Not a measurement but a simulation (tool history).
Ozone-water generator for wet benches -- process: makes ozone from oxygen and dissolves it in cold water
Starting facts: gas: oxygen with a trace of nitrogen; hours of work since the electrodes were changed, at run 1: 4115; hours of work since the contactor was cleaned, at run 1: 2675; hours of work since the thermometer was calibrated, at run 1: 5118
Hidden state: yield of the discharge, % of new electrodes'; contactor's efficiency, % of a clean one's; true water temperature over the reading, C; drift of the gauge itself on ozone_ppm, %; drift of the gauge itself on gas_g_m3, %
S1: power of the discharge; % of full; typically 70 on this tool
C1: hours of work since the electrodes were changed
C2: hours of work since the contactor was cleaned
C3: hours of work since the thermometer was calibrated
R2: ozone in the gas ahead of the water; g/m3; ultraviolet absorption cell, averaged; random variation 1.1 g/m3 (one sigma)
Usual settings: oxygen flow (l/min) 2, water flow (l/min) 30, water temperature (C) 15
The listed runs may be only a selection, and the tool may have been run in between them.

{"run": 1, "hour": 0.0, "S1": 70, "oxygen flow (l/min)": 2, "water flow (l/min)": 30, "water temperature (C)": 15, "C1": 4115, "C2": 2675, "C3": 5118, "dissolved ozone (ppm)": 6.5, "R2": 177.5}
{"hour": 77.2, "done": "water thermometer calibrated"}
{"run": 2, "hour": 104.9, "S1": 70, "oxygen flow (l/min)": 2, "water flow (l/min)": 30, "water temperature (C)": 15, "C1": 4202, "C2": 2762, "C3": 23, "dissolved ozone (ppm)": 6.5, "R2": 179.2}
{"run": 3, "hour": 216.4, "S1": 70, "oxygen flow (l/min)": 2, "water flow (l/min)": 44, "water temperature (C)": 15, "C1": 4295, "C2": 2855, "C3": 116, "dissolved ozone (ppm)": 4.3, "R2": 181}
{"run": 4, "hour": 343.6, "S1": 70, "oxygen flow (l/min)": 2, "water flow (l/min)": 44, "water temperature (C)": 15, "C1": 4401, "C2": 2961, "C3": 222, "dissolved ozone (ppm)": 4.2, "R2": 177.2}
{"run": 5, "hour": 445.2, "S1": 71, "oxygen flow (l/min)": 2, "water flow (l/min)": 30, "water temperature (C)": 15, "C1": 4486, "C2": 3046, "C3": 307, "dissolved ozone (ppm)": 6.5, "R2": 180}
{"hour": 535.8, "done": "water thermometer calibrated, once more"}
{"run": 6, "hour": 560.3, "S1": 71, "oxygen flow (l/min)": 2, "water flow (l/min)": 30, "water temperature (C)": 20, "C1": 4582, "C2": 3141, "C3": 20, "dissolved ozone (ppm)": 6.4, "R2": 180.9}
{"run": 7, "hour": 644.5, "S1": 70, "oxygen flow (l/min)": 2.99, "water flow (l/min)": 30, "water temperature (C)": 15, "C1": 4652, "C2": 3212, "C3": 91, "dissolved ozone (ppm)": 7.5, "R2": 149.1}
{"run": 8, "hour": 731.8, "S1": 70, "oxygen flow (l/min)": 2, "water flow (l/min)": 30, "water temperature (C)": 15, "C1": 4725, "C2": 3284, "C3": 164, "dissolved ozone (ppm)": 6.4, "R2": 178.1}
{"run": 9, "hour": 858.1, "S1": 70, "oxygen flow (l/min)": 2, "water flow (l/min)": 30, "water temperature (C)": 15, "C1": 4830, "C2": 3390, "C3": 269, "dissolved ozone (ppm)": 6.2, "R2": 176.9}
{"run": 10, "hour": 931.0, "S1": 70, "oxygen flow (l/min)": 2, "water flow (l/min)": 30, "water temperature (C)": 11, "C1": 4891, "C2": 3451, "C3": 330, "dissolved ozone (ppm)": 6.4, "R2": 175.8}
{"run": 11, "hour": 1034.1, "S1": 70, "oxygen flow (l/min)": 2, "water flow (l/min)": 30, "water temperature (C)": 11, "C1": 4977, "C2": 3537, "C3": 416, "dissolved ozone (ppm)": 6.4, "R2": 176.3}
{"run": 12, "hour": 1160.0, "S1": 70, "oxygen flow (l/min)": 2, "water flow (l/min)": 30, "water temperature (C)": 11, "C1": 5082, "C2": 3642, "C3": 521, "dissolved ozone (ppm)": 6.7, "R2": 174.9}
{"run": 13, "hour": 1295.2, "S1": 70, "oxygen flow (l/min)": 2, "water flow (l/min)": 30, "water temperature (C)": 15, "C1": 5195, "C2": 3755, "C3": 634, "dissolved ozone (ppm)": 6.2, "R2": 176.7}
{"run": 14, "hour": 1413.6, "S1": 70, "oxygen flow (l/min)": 2, "water flow (l/min)": 30, "water temperature (C)": 15, "C1": 5293, "C2": 3853, "C3": 732, "dissolved ozone (ppm)": 6.4, "R2": 175.8}
{"run": 15, "hour": 1505.9, "S1": 70, "oxygen flow (l/min)": 2, "water flow (l/min)": 30, "water temperature (C)": 19, "C1": 5371, "C2": 3930, "C3": 809, "dissolved ozone (ppm)": 6, "R2": 174.4}
{"run": 16, "hour": 1616.8, "S1": 70, "oxygen flow (l/min)": 2, "water flow (l/min)": 30, "water temperature (C)": 15, "C1": 5463, "C2": 4023, "C3": 902, "dissolved ozone (ppm)": 6.3, "R2": 176.3}
{"run": 17, "hour": 1719.1, "S1": 70, "oxygen flow (l/min)": 2, "water flow (l/min)": 30, "water temperature (C)": 15, "C1": 5548, "C2": 4108, "C3": 987, "dissolved ozone (ppm)": 6.3, "R2": 174.1}
{"run": 18, "hour": 1809.0, "S1": 81, "oxygen flow (l/min)": 1.23, "water flow (l/min)": 24, "water temperature (C)": 9, "C1": 5623, "C2": 4183, "C3": 1062, "dissolved ozone (ppm)": 7.3, "R2": 240}
{"run": 19, "hour": 1916.5, "S1": 81, "oxygen flow (l/min)": 1.23, "water flow (l/min)": 24, "water temperature (C)": 9, "C1": 5713, "C2": 4273, "C3": 1152, "dissolved ozone (ppm)": 7.2, "R2": 240.5}
{"run": 20, "hour": 2044.8, "S1": 76, "oxygen flow (l/min)": 1.23, "water flow (l/min)": 18, "water temperature (C)": 9, "C1": 5820, "C2": 4380, "C3": 1259, "dissolved ozone (ppm)": 9.5, "R2": 228.8}
{"run": 21, "hour": 2163.8, "S1": 76, "oxygen flow (l/min)": 3.09, "water flow (l/min)": 18, "water temperature (C)": 9, "C1": 5919, "C2": 4479, "C3": 1358, "dissolved ozone (ppm)": 13.1, "R2": 152.8}
{"run": 22, "hour": 2291.8, "S1": 76, "oxygen flow (l/min)": 3.09, "water flow (l/min)": 18, "water temperature (C)": 9, "C1": 6026, "C2": 4586, "C3": 1465, "dissolved ozone (ppm)": 13.4, "R2": 150.9}
{"run": 23, "hour": 2397.0, "S1": 70, "oxygen flow (l/min)": 2.55, "water flow (l/min)": 24, "water temperature (C)": 11, "C1": 6114, "C2": 4674, "C3": 1553, "dissolved ozone (ppm)": 8.8, "R2": 155.7}
{"run": 24, "hour": 2462.4, "S1": 83, "oxygen flow (l/min)": 3.45, "water flow (l/min)": 27, "water temperature (C)": 11, "C1": 6169, "C2": 4728, "C3": 1608, "dissolved ozone (ppm)": 9.7, "R2": 154.1}
{"run": 25, "hour": 2534.5, "S1": 83, "oxygen flow (l/min)": 3.45, "water flow (l/min)": 27, "water temperature (C)": 11, "C1": 6229, "C2": 4789, "C3": 1668, "dissolved ozone (ppm)": 9.8, "R2": 152.5}
{"run": 26, "hour": 2669.5, "S1": 83, "oxygen flow (l/min)": 3.45, "water flow (l/min)": 27, "water temperature (C)": 11, "C1": 6341, "C2": 4901, "C3": 1780, "dissolved ozone (ppm)": 9.5, "R2": 154.1}
{"run": 27, "hour": 2788.6, "S1": 74, "oxygen flow (l/min)": 3.45, "water flow (l/min)": 27, "water temperature (C)": 11, "C1": 6441, "C2": 5001, "C3": 1880, "dissolved ozone (ppm)": 8.7, "R2": 141.6}
{"run": 28, "hour": 2854.3, "S1": 51, "oxygen flow (l/min)": 3.57, "water flow (l/min)": 47, "water temperature (C)": 7, "C1": 6496, "C2": 5055, "C3": 1935, "dissolved ozone (ppm)": 4, "R2": 106.2}
{"run": 29, "hour": 3003.5, "S1": 95, "oxygen flow (l/min)": 1.02, "water flow (l/min)": 21, "water temperature (C)": 11, "C1": 6620, "C2": 5180, "C3": 2059, "dissolved ozone (ppm)": 8.5, "R2": 284.7}
{"run": 30, "hour": 3108.4, "S1": 95, "oxygen flow (l/min)": 3.12, "water flow (l/min)": 21, "water temperature (C)": 11, "C1": 6708, "C2": 5267, "C3": 2147, "dissolved ozone (ppm)": 13, "R2": 172.2}
{"run": 31, "hour": 3209.5, "S1": 46, "oxygen flow (l/min)": 2.28, "water flow (l/min)": 20, "water temperature (C)": 15, "C1": 6792, "C2": 5352, "C3": 2231, "dissolved ozone (ppm)": 7.2, "R2": 119.9}

For some of the steps in dissolved ozone (ppm) from one run to the next: how much would appear even if the tool had no hidden state, given the settings, what came in and random variation, and how much remains for the hidden state plus any gauge scatter that the measured result and the result without hidden state don't share?
Run 22 -> 23: S1 76 -> 70, oxygen flow (l/min) 3.09 -> 2.55, water flow (l/min) 18 -> 24, water temperature (C) 9 -> 11. dissolved ozone (ppm) -4.6: hidden state +0.8, all else -5.4.
Run 27 -> 28: S1 74 -> 51, oxygen flow (l/min) 3.45 -> 3.57, water flow (l/min) 27 -> 47, water temperature (C) 11 -> 7. dissolved ozone (ppm) -4.7: hidden state +1.1, all else -5.8.
Run 28 -> 29: S1 51 -> 95, oxygen flow (l/min) 3.57 -> 1.02, water flow (l/min) 47 -> 21, water temperature (C) 7 -> 11. dissolved ozone (ppm) +4.5: hidden state -1.2, all else +5.7.
Run 30 -> 31: S1 95 -> 46, oxygen flow (l/min) 3.12 -> 2.28, water flow (l/min) 21 -> 20, water temperature (C) 11 -> 15. dissolved ozone (ppm) -5.8: hidden state +1.9, all else -7.7.

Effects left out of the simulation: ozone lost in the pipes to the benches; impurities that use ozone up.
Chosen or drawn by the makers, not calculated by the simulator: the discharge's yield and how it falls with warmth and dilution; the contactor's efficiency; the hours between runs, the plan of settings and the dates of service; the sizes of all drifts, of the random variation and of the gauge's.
